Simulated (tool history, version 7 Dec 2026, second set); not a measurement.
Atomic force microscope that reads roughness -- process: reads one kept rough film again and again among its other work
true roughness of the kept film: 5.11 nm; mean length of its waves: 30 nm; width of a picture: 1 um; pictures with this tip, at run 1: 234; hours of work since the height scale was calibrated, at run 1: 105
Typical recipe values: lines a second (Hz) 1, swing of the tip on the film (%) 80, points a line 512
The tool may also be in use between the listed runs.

run   hour  lines a second (Hz)  swing of the tip on the film (%)  points a line  pictures with this tip  hours of work since the height scale was calibrated  roughness of the kept film (nm (root mean square))
  1      0                    1                                80            512                     234                                                  105                                               2.635
  2   11.1                    1                                80            442                     252                                                  112                                               2.595
      23.3  -- new tip fitted
  3   28.4                    1                                80            442                       9                                                  121                                               3.769
  4   37.2                    1                                80            442                      23                                                  127                                               3.677
  5   48.4                    1                                80            512                      41                                                  133                                               3.581
  6   61.3                    1                                80            512                      63                                                  141                                               3.413
  7   75.4                    1                                80            512                      86                                                  149                                               3.325
  8   91.5                    1                                80            512                     112                                                  158                                               3.164
  9  104.5                 1.07                                80            512                     133                                                  166                                               3.028
 10    116                 1.07                                80            971                     152                                                  173                                               2.982
 11  125.7                 1.07                                80            971                     168                                                  178                                               2.925
 12  142.7                 0.87                                79            971                     196                                                  188                                               2.863
 13  156.3                 0.87                                79            971                     218                                                  196                                               2.767
 14  168.7                 0.87                                79            971                     239                                                  203                                               2.699
 15  178.7                 3.17                                58            971                     255                                                  209                                               2.649
     188.4  -- new tip fitted
 16    196                 3.17                                58            971                      13                                                  219                                               3.725
 17  206.3                 3.17                                58            971                      30                                                  225                                               3.623
 18  218.7                 1.24                                62            623                      50                                                  232                                               3.597
 19  236.2                 2.23                                83            458                      79                                                  243                                               2.943
 20  243.5                 1.06                                61            713                      91                                                  247                                               3.393
 21  257.6                 0.73                                62            962                     114                                                  255                                               3.283

Forecast each of these 5 alternatives for the next run:
  A  265.4                 0.73                                74            649                     127                                                  260                                                   ?
  B  265.4                 3.52                                74            962                     127                                                  260                                                   ?
  C  265.4                 0.64                                63            366                     127                                                  260                                                   ?
  D  265.4                 0.59                                80            512                     127                                                  260                                                   ?
  E  265.4                    1                                71            512                     127                                                  260                                                   ?

run  roughness of the kept film (nm (root mean square))
  A                                               3.174
  B                                               2.737
  C                                               3.225
  D                                               3.148
  E                                               3.139
Take away the tool's hidden state, keep each run's random variation, and the runs would have read:
run  roughness of the kept film (nm (root mean square))
  A                                               4.007
  B                                               3.455
  C                                                4.07
  D                                               3.975
  E                                               3.964
